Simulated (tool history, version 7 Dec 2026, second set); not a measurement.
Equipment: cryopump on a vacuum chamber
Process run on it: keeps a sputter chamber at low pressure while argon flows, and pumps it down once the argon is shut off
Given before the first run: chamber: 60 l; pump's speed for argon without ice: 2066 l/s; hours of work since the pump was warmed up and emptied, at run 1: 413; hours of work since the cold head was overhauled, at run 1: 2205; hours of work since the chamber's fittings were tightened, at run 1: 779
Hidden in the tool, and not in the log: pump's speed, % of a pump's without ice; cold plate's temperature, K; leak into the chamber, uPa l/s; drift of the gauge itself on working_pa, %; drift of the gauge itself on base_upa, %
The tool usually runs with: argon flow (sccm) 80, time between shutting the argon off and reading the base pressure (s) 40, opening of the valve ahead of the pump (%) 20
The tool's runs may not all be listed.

run    hour  argon flow (sccm)  time between shutting the argon off and reading the base pressure (s)  opening of the valve ahead of the pump (%)  hours of work since the pump was warmed up and emptied  hours of work since the cold head was overhauled  hours of work since the chamber's fittings were tightened  pressure while argon flows (Pa)  pressure after the wait (uPa)
  1       0                 80                                                                     40                                          20                                                     413                                              2205                                                        779                           0.3353                           2.18
  2   115.6                 80                                                                     40                                          20                                                     464                                              2256                                                        830                           0.3383                           2.28
  3   174.5                 80                                                                     40                                          20                                                     490                                              2282                                                        856                           0.3376                           2.17
  4     228                 80                                                                     40                                          20                                                     514                                              2306                                                        880                           0.3387                           2.23
  5     285                 80                                                                     40                                          20                                                     539                                              2331                                                        905                           0.3367                           2.29
  6   383.8                 80                                                                     40                                          20                                                     582                                              2375                                                        948                           0.3408                           2.35
  7   472.4                 80                                                                     40                                          20                                                     621                                              2414                                                        988                           0.3395                           2.31
  8   528.5                 80                                                                     40                                          20                                                     646                                              2438                                                       1012                            0.343                           2.38
  9   653.7                 80                                                                     40                                          20                                                     701                                              2494                                                       1068                           0.3428                           2.42
 10   770.8                 80                                                                     40                                          26                                                     753                                              2545                                                       1119                           0.2681                           2.39
 11   831.6                 80                                                                     40                                          26                                                     780                                              2572                                                       1146                            0.268                           2.58
 12   897.7                 80                                                                     40                                          20                                                     809                                              2601                                                       1175                           0.3428                           2.46
 13   965.4                 80                                                                    207                                          20                                                     839                                              2631                                                       1205                           0.3446                           1.35
        995  -- pump warmed up, emptied and cooled again
 14  1060.8                113                                                                     40                                          20                                                      29                                              2671                                                       1245                           0.4631                            2.4
 15  1182.8                113                                                                     40                                          20                                                      83                                              2725                                                       1299                           0.4671                           2.39
 16  1256.4                113                                                                     24                                          20                                                     115                                              2757                                                       1331                           0.4686                           3.43
 17  1324.6                113                                                                     24                                          20                                                     145                                              2787                                                       1361                           0.4666                           3.48
 18  1404.1                113                                                                     24                                          20                                                     180                                              2823                                                       1396                           0.4677                           3.57
 19  1532.2                 43                                                                     72                                          20                                                     237                                              2879                                                       1453                           0.1792                           1.89
 20  1598.2                 43                                                                     89                                          31                                                     266                                              2908                                                       1482                           0.1164                           1.73
 21  1711.2                 59                                                                    119                                          42                                                     316                                              2958                                                       1532                            0.121                           1.59
 22  1781.2                105                                                                     78                                          21                                                     347                                              2989                                                       1563                           0.4191                           1.92
 23  1834.5                105                                                                     78                                          21                                                     370                                              3012                                                       1586                            0.422                           1.95
 24  1914.5                 76                                                                     63                                          29                                                     406                                              3048                                                       1622                           0.2218                           2.17
 25    1997                 80                                                                     23                                          38                                                     442                                              3084                                                       1658                            0.181                           3.84

What will run 26 give?
 26  2069                 72                                                                     67                                          34                                                     474                                              3116                                                       1690                                ?                              ?

Logged for run 26: pressure while argon flows (Pa) 0.1802, pressure after the wait (uPa) 2.18.
Minus the tool's unlogged condition, the same run would have read pressure while argon flows (Pa) 0.1716, pressure after the wait (uPa) 1.06.
